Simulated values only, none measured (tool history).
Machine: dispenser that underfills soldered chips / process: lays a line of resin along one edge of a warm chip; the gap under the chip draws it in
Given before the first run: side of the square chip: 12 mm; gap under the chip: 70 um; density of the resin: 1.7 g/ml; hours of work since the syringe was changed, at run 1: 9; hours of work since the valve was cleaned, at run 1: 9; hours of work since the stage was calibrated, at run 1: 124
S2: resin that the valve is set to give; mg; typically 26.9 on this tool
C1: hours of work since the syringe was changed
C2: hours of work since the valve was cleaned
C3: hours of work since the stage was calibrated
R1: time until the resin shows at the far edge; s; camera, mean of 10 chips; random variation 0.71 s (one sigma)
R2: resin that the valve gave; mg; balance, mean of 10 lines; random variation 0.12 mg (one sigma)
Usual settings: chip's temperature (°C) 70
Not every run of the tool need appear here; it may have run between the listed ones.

Run 1, hour 0: usual settings; C1 9; C2 9; C3 124. Result: R1 116.6 s, R2 26.83 mg.
At hour 2.8: new syringe of resin.
Run 2, hour 3.4: usual settings; C1 0; C2 11; C3 126. Result: R1 68.2 s, R2 26.54 mg.
Run 3, hour 8.3: usual settings; C1 4; C2 14; C3 130. Result: R1 86 s, R2 26.47 mg.
Run 4, hour 12.8: usual settings but S2 30.3 mg; C1 7; C2 17; C3 133. Result: R1 104.8 s, R2 29.86 mg.
Run 5, hour 16: usual settings but S2 30.3 mg; C1 9; C2 19; C3 135. Result: R1 121.4 s, R2 29.72 mg.
At hour 18.1: new syringe of resin.
Run 6, hour 20.8: usual settings but S2 34.7 mg; C1 2; C2 23; C3 138. Result: R1 72.7 s, R2 33.89 mg.
Run 7, hour 26: usual settings but S2 34.7 mg; C1 5; C2 26; C3 142. Result: R1 94.9 s, R2 33.99 mg.
Run 8, hour 31.1: usual settings but S2 34.7 mg; C1 9; C2 30; C3 145. Result: R1 121.3 s, R2 33.89 mg.
At hour 33.6: new syringe of resin.
Run 9, hour 36.6: usual settings but S2 34.7 mg; C1 2; C2 33; C3 149. Result: R1 74.4 s, R2 33.68 mg.
Run 10, hour 39: usual settings but S2 34.7 mg; C1 4; C2 35; C3 150. Result: R1 86 s, R2 33.6 mg.
Run 11, hour 44: usual settings but chip's temperature (°C) 57, S2 34.7 mg; C1 7; C2 38; C3 154. Result: R1 195.9 s, R2 33.41 mg.
At hour 48.9: new syringe of resin.
Run 12, hour 49.6: usual settings but chip's temperature (°C) 57, S2 34.7 mg; C1 1; C2 42; C3 157. Result: R1 126.8 s, R2 33.59 mg.
Run 13, hour 53.7: usual settings; C1 3; C2 45; C3 160. Result: R1 82.1 s, R2 25.77 mg.
At hour 55.2: dispensing valve cleaned and set on the balance.
Run 14, hour 58.9: usual settings but chip's temperature (°C) 59, S2 34.1 mg; C1 6; C2 3; C3 163. Result: R1 170.1 s, R2 33.82 mg.
Run 15, hour 64.4: usual settings but chip's temperature (°C) 59, S2 34.1 mg; C1 10; C2 6; C3 167. Result: R1 215.8 s, R2 34.03 mg.
At hour 65.6: new syringe of resin.
Run 16, hour 69.1: usual settings but chip's temperature (°C) 59, S2 34.1 mg; C1 2; C2 9; C3 170. Result: R1 128.2 s, R2 33.74 mg.
Run 17, hour 73.4: usual settings but chip's temperature (°C) 79, S2 28 mg; C1 5; C2 12; C3 173. Result: R1 64 s, R2 27.74 mg.
Run 18, hour 76.4: usual settings but chip's temperature (°C) 76, S2 23.6 mg; C1 7; C2 14; C3 175. Result: R1 89 s, R2 23.42 mg.
At hour 81.1: new syringe of resin.
Run 19, hour 81.3: usual settings but S2 28.2 mg; C1 0; C2 18; C3 178. Result: R1 66.7 s, R2 27.38 mg.
Run 20, hour 85.1: usual settings but chip's temperature (°C) 61, S2 31.3 mg; C1 3; C2 20; C3 181. Result: R1 121.9 s, R2 30.72 mg.
Run 21, hour 90.2: usual settings but chip's temperature (°C) 61, S2 31.3 mg; C1 6; C2 24; C3 184. Result: R1 156 s, R2 30.7 mg.
Run 22, hour 95.6: usual settings but chip's temperature (°C) 61, S2 31.3 mg; C1 10; C2 27; C3 188. Result: R1 195 s, R2 30.62 mg.
At hour 96.6: new syringe of resin.
Run 23, hour 99.8: usual settings but chip's temperature (°C) 63, S2 31.6 mg; C1 2; C2 30; C3 191. Result: R1 107 s, R2 30.64 mg.
Run 24, hour 105.1: usual settings but chip's temperature (°C) 67, S2 25.8 mg; C1 6; C2 34; C3 194. Result: R1 118.2 s, R2 25.04 mg.
Run 25, hour 107.9: usual settings but chip's temperature (°C) 71, S2 23 mg; C1 8; C2 36; C3 196. Result: R1 115.5 s, R2 22.27 mg.

5 ways to go on from here, each from the tool as it stands after run 25. What would each give?
At hour 112: new syringe of resin.
Run A, hour 113.3: usual settings but chip's temperature (°C) 74, S2 29.6 mg; C1 1; C2 39; C3 200. Result: R1 ?, R2 ?.
At hour 112: new syringe of resin.
Run B, hour 113.3: usual settings but chip's temperature (°C) 77, S2 27.8 mg; C1 1; C2 39; C3 200. Result: R1 ?, R2 ?.
At hour 112: new syringe of resin.
Run C, hour 113.3: usual settings but chip's temperature (°C) 71, S2 23 mg; C1 1; C2 39; C3 200. Result: R1 ?, R2 ?.
At hour 112: new syringe of resin.
Run D, hour 113.3: usual settings but chip's temperature (°C) 67, S2 27.9 mg; C1 1; C2 39; C3 200. Result: R1 ?, R2 ?.
At hour 112: new syringe of resin.
Run E, hour 113.3: usual settings but chip's temperature (°C) 59, S2 29.4 mg; C1 1; C2 39; C3 200. Result: R1 ?, R2 ?.

run     R1     R2
  A   59.7  28.64
  B   51.7  26.93
  C   71.3  22.13
  D   82.3  26.97
  E  116.4   28.3
With no hidden state in the tool, these same runs would have given:
run     R1     R2
  A   53.5  29.69
  B   46.3  27.91
  C   63.4  22.95
  D   73.5  27.96
  E  103.8  29.34

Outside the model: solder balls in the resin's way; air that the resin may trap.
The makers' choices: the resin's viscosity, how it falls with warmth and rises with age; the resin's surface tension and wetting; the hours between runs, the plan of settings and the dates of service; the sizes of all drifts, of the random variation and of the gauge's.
